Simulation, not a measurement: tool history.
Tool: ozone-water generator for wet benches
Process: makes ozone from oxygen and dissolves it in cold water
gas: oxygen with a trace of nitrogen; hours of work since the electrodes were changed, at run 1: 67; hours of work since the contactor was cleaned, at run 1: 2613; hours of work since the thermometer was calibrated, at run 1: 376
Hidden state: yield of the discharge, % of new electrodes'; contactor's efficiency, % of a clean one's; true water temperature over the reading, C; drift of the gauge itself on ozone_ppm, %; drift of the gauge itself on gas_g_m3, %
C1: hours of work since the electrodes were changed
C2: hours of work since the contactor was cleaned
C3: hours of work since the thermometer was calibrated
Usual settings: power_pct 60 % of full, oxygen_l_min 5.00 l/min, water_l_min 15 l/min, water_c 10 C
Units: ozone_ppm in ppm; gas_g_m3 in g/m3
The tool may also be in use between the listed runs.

run 1 day=0.000 | power_pct=60 oxygen_l_min=5.00 water_l_min=15 water_c=10 | C1=67 C2=2613 C3=376 | ozone_ppm=28.8 gas_g_m3=195.8
run 2 day=1.012 | power_pct=60 oxygen_l_min=5.00 water_l_min=15 water_c=10 | C1=88 C2=2634 C3=398 | ozone_ppm=28.5 gas_g_m3=195.9
run 3 day=1.921 | power_pct=60 oxygen_l_min=5.00 water_l_min=15 water_c=10 | C1=107 C2=2653 C3=417 | ozone_ppm=28.5 gas_g_m3=196.0
run 4 day=2.788 | power_pct=60 oxygen_l_min=5.00 water_l_min=15 water_c=10 | C1=126 C2=2671 C3=435 | ozone_ppm=28.5 gas_g_m3=195.2
run 5 day=3.979 | power_pct=60 oxygen_l_min=2.82 water_l_min=15 water_c=10 | C1=150 C2=2696 C3=460 | ozone_ppm=25.9 gas_g_m3=248.2
run 6 day=5.133 | power_pct=60 oxygen_l_min=2.82 water_l_min=15 water_c=10 | C1=174 C2=2720 C3=484 | ozone_ppm=25.5 gas_g_m3=247.4
run 7 day=6.433 | power_pct=60 oxygen_l_min=2.82 water_l_min=15 water_c=10 | C1=202 C2=2747 C3=511 | ozone_ppm=25.4 gas_g_m3=245.7
run 8 day=7.108 | power_pct=60 oxygen_l_min=5.00 water_l_min=15 water_c=10 | C1=216 C2=2761 C3=525 | ozone_ppm=28.9 gas_g_m3=194.9
run 9 day=8.229 | power_pct=57 oxygen_l_min=5.00 water_l_min=15 water_c=10 | C1=239 C2=2785 C3=548 | ozone_ppm=27.3 gas_g_m3=186.8
run 10 day=9.400 | power_pct=57 oxygen_l_min=5.00 water_l_min=15 water_c=10 | C1=264 C2=2809 C3=573 | ozone_ppm=27.3 gas_g_m3=187.9
run 11 day=10.425 | power_pct=57 oxygen_l_min=5.00 water_l_min=16 water_c=10 | C1=285 C2=2831 C3=594 | ozone_ppm=26.3 gas_g_m3=187.4
run 12 day=11.738 | power_pct=57 oxygen_l_min=5.00 water_l_min=16 water_c=10 | C1=312 C2=2858 C3=621 | ozone_ppm=26.0 gas_g_m3=189.0
run 13 day=12.733 | power_pct=57 oxygen_l_min=5.00 water_l_min=16 water_c=10 | C1=333 C2=2879 C3=642 | ozone_ppm=26.2 gas_g_m3=187.8
run 14 day=13.683 | power_pct=60 oxygen_l_min=5.00 water_l_min=15 water_c=10 | C1=353 C2=2899 C3=662 | ozone_ppm=28.5 gas_g_m3=194.6
run 15 day=14.625 | power_pct=68 oxygen_l_min=5.00 water_l_min=15 water_c=10 | C1=373 C2=2918 C3=682 | ozone_ppm=31.6 gas_g_m3=214.9
run 16 day=15.217 | power_pct=68 oxygen_l_min=5.00 water_l_min=15 water_c=10 | C1=385 C2=2931 C3=694 | ozone_ppm=31.1 gas_g_m3=215.1
run 17 day=16.021 | power_pct=68 oxygen_l_min=5.00 water_l_min=15 water_c=10 | C1=402 C2=2947 C3=711 | ozone_ppm=31.4 gas_g_m3=215.1
run 18 day=17.279 | power_pct=60 oxygen_l_min=5.00 water_l_min=15 water_c=10 | C1=428 C2=2974 C3=737 | ozone_ppm=28.0 gas_g_m3=194.8
run 19 day=18.579 | power_pct=48 oxygen_l_min=5.00 water_l_min=15 water_c=10 | C1=455 C2=3001 C3=764 | ozone_ppm=23.9 gas_g_m3=164.9
run 20 day=19.812 | power_pct=60 oxygen_l_min=3.86 water_l_min=15 water_c=10 | C1=481 C2=3027 C3=790 | ozone_ppm=26.8 gas_g_m3=216.1
run 21 day=20.638 | power_pct=60 oxygen_l_min=3.86 water_l_min=15 water_c=10 | C1=498 C2=3044 C3=807 | ozone_ppm=27.0 gas_g_m3=217.8
run 22 day=21.371 | power_pct=60 oxygen_l_min=3.86 water_l_min=15 water_c=10 | C1=513 C2=3059 C3=823 | ozone_ppm=27.4 gas_g_m3=216.5
run 23 day=22.479 | power_pct=60 oxygen_l_min=5.00 water_l_min=11 water_c=13 | C1=537 C2=3082 C3=846 | ozone_ppm=33.2 gas_g_m3=195.9
run 24 day=23.412 | power_pct=47 oxygen_l_min=5.00 water_l_min=15 water_c=9 | C1=556 C2=3102 C3=865 | ozone_ppm=24.2 gas_g_m3=160.0
run 25 day=23.983 | power_pct=52 oxygen_l_min=5.04 water_l_min=22 water_c=14 | C1=568 C2=3114 C3=877 | ozone_ppm=17.9 gas_g_m3=175.8
run 26 day=24.762 | power_pct=60 oxygen_l_min=4.25 water_l_min=15 water_c=9 | C1=584 C2=3130 C3=893 | ozone_ppm=28.1 gas_g_m3=207.4
run 27 day=25.538 | power_pct=60 oxygen_l_min=2.98 water_l_min=23 water_c=13 | C1=600 C2=3146 C3=910 | ozone_ppm=16.7 gas_g_m3=240.8
run 28 day=26.092 | power_pct=64 oxygen_l_min=4.01 water_l_min=15 water_c=10 | C1=612 C2=3158 C3=921 | ozone_ppm=28.7 gas_g_m3=223.6
run 29 day=27.438 | power_pct=64 oxygen_l_min=2.63 water_l_min=15 water_c=10 | C1=640 C2=3186 C3=949 | ozone_ppm=25.9 gas_g_m3=263.1
run 30 day=28.088 | power_pct=59 oxygen_l_min=5.00 water_l_min=22 water_c=13 | C1=654 C2=3199 C3=963 | ozone_ppm=19.9 gas_g_m3=192.3
run 31 day=29.158 | power_pct=93 oxygen_l_min=5.00 water_l_min=15 water_c=10 | C1=676 C2=3222 C3=985 | ozone_ppm=39.2 gas_g_m3=271.0
run 32 day=30.417 | power_pct=93 oxygen_l_min=2.70 water_l_min=15 water_c=10 | C1=702 C2=3248 C3=1011 | ozone_ppm=34.2 gas_g_m3=346.3
run 33 day=31.600 | power_pct=58 oxygen_l_min=2.58 water_l_min=12 water_c=7 | C1=727 C2=3273 C3=1036 | ozone_ppm=29.6 gas_g_m3=249.0
run 34 day=32.650 | power_pct=84 oxygen_l_min=3.53 water_l_min=9 water_c=7 | C1=749 C2=3295 C3=1058 | ozone_ppm=51.7 gas_g_m3=287.4

3 ways to go on from here, each from the tool as it stands after run 34. What would each give?
run A day=33.333 | power_pct=42 oxygen_l_min=5.00 water_l_min=15 water_c=10 | C1=763 C2=3309 C3=1072 | ozone_ppm=? gas_g_m3=?
run B day=33.333 | power_pct=64 oxygen_l_min=3.53 water_l_min=22 water_c=7 | C1=763 C2=3309 C3=1072 | ozone_ppm=? gas_g_m3=?
run C day=33.333 | power_pct=84 oxygen_l_min=7.28 water_l_min=9 water_c=16 | C1=763 C2=3309 C3=1072 | ozone_ppm=? gas_g_m3=?

run=A ozone_ppm=21.8 gas_g_m3=149.1
run=B ozone_ppm=20.5 gas_g_m3=234.3
run=C ozone_ppm=43.0 gas_g_m3=215.6
Without the tool's hidden state the same runs would have given:
run=A ozone_ppm=22.7 gas_g_m3=150.2
run=B ozone_ppm=21.5 gas_g_m3=237.1
run=C ozone_ppm=44.8 gas_g_m3=218.7

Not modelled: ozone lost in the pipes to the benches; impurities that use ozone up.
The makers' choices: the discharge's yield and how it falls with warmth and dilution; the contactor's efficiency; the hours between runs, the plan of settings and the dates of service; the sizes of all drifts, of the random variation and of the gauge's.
